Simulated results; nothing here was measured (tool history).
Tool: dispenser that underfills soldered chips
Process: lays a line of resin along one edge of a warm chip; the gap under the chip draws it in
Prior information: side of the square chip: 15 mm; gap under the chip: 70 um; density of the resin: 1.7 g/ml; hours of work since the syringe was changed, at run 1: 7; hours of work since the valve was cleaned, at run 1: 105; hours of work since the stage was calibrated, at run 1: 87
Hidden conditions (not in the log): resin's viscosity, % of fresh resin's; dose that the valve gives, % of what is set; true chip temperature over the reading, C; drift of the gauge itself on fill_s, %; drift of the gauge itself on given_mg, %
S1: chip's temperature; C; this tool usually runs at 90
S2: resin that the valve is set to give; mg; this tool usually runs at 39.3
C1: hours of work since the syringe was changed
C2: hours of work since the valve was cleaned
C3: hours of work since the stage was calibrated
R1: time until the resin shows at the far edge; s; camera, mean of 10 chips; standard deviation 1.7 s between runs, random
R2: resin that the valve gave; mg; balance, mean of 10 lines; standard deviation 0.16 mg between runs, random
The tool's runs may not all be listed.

run   hour   S1    S2  C1   C2   C3     R1     R2
  1    0.0   90  39.3   7  105   87  318.9  37.81
       2.7  -- new syringe of resin
  2    5.2   90  39.3   2  109   91  200.2  38.02
  3    7.8   90  39.3   4  111   93  237.3  37.86
  4   12.7   90  39.3   8  115   97  309.4  37.77
      14.8  -- new syringe of resin
  5   15.6   90  39.3   1  117   99  180.9  37.81
  6   18.7   90  39.3   3  119  101  217.2  37.93
  7   22.9   90  39.3   6  123  104  280.6  37.72
      27.3  -- new syringe of resin
  8   29.5   90  34.1   2  128  109  208.9  32.59
  9   35.1   90  34.1   6  132  114  303.4  32.42
 10   38.3   90  34.1   9  135  116  363.3  32.81
      39.6  -- new syringe of resin
      41.0  -- dispensing valve cleaned and set on the balance
 11   45.6   90  39.3   4    4  121  235.2  39.41
 12   49.3   90  40.4   7    7  124  292.3  40.66
      53.1  -- new syringe of resin
 13   55.4   90  40.4   2   11  129  199.3  40.28
 14   59.9   90  40.4   5   15  132  265.8  40.30
      65.3  -- new syringe of resin
 15   66.6   90  38.6   1   20  137  190.1  38.35
 16   72.3   90  38.6   6   24  142  268.0  38.32
      77.5  -- new syringe of resin
 17   77.9   90  39.3   0   29  146  180.9  38.87
 18   82.0   96  39.3   4   32  149  184.1  39.01
 19   88.4   96  39.3   9   37  155  273.7  38.95
      90.0  -- new syringe of resin
 20   91.3   97  35.2   1   39  157  147.9  34.90
 21   96.3   97  35.2   5   43  161  198.4  34.85
 22  101.1   97  35.2   9   47  164  272.6  34.81
     102.2  -- new syringe of resin
 23  104.0   90  37.6   1   49  166  198.2  36.88
 24  108.5   97  42.9   5   53  170  199.6  42.19
 25  111.7   85  34.0   8   55  173  396.2  33.33
     114.4  -- new syringe of resin
 26  118.0   78  42.7   3   60  177  351.3  42.04
 27  122.6   86  41.8   7   63  181  339.6  41.24
     126.8  -- new syringe of resin
 28  128.0   86  41.8   1   67  185  219.5  41.14
 29  132.6   86  41.8   5   71  189  287.2  40.95
     138.9  -- new syringe of resin
 30  139.4  101  48.9   0   76  194  118.5  48.22
 31  145.2  101  48.9   5   81  199  169.0  47.62
 32  148.2   95  44.0   7   83  201  258.6  42.88
     151.0  -- new syringe of resin
 33  154.7   89  36.6   3   88  206  236.3  35.67
 34  157.8   90  39.1   5   91  208  270.4  37.93
 35  162.0   88  35.8   9   94  212  387.9  34.75
     163.4  -- new syringe of resin
 36  165.8  100  44.9   2   97  214  138.3  43.99
 37  170.5  100  43.2   6  101  218  185.5  41.86

Subtracting, for every run, the result it would have given without the tool's unlogged condition from the measured result gives the following. The same run-to-run variation enters both numbers; the gauge's scatter may not:
run      R1     R2
  1  +146.2  -1.34
  2   +33.5  -1.40
  3   +68.9  -1.42
  4  +146.2  -1.47
  5   +13.4  -1.50
  6   +51.1  -1.53
  7  +114.7  -1.56
  8   +36.6  -1.42
  9  +127.1  -1.46
 10  +189.2  -1.51
 11   +69.1  +0.11
 12  +128.5  +0.07
 13   +34.3  +0.01
 14   +98.5  -0.04
 15   +22.8  -0.11
 16  +102.3  -0.17
 17   +10.8  -0.24
 18   +49.5  -0.28
 19  +139.2  -0.35
 20   +15.6  -0.34
 21   +67.4  -0.38
 22  +138.6  -0.43
 23   +31.0  -0.48
 24   +72.0  -0.61
 25  +188.4  -0.50
 26   +86.6  -0.71
 27  +146.0  -0.74
 28   +26.1  -0.80
 29   +97.1  -0.85
 30    +9.7  -1.10
 31   +60.6  -1.16
 32  +120.7  -1.07
 33   +60.1  -0.96
 34  +103.1  -1.05
 35  +202.9  -1.00
 36   +25.6  -1.31
 37   +72.6  -1.30
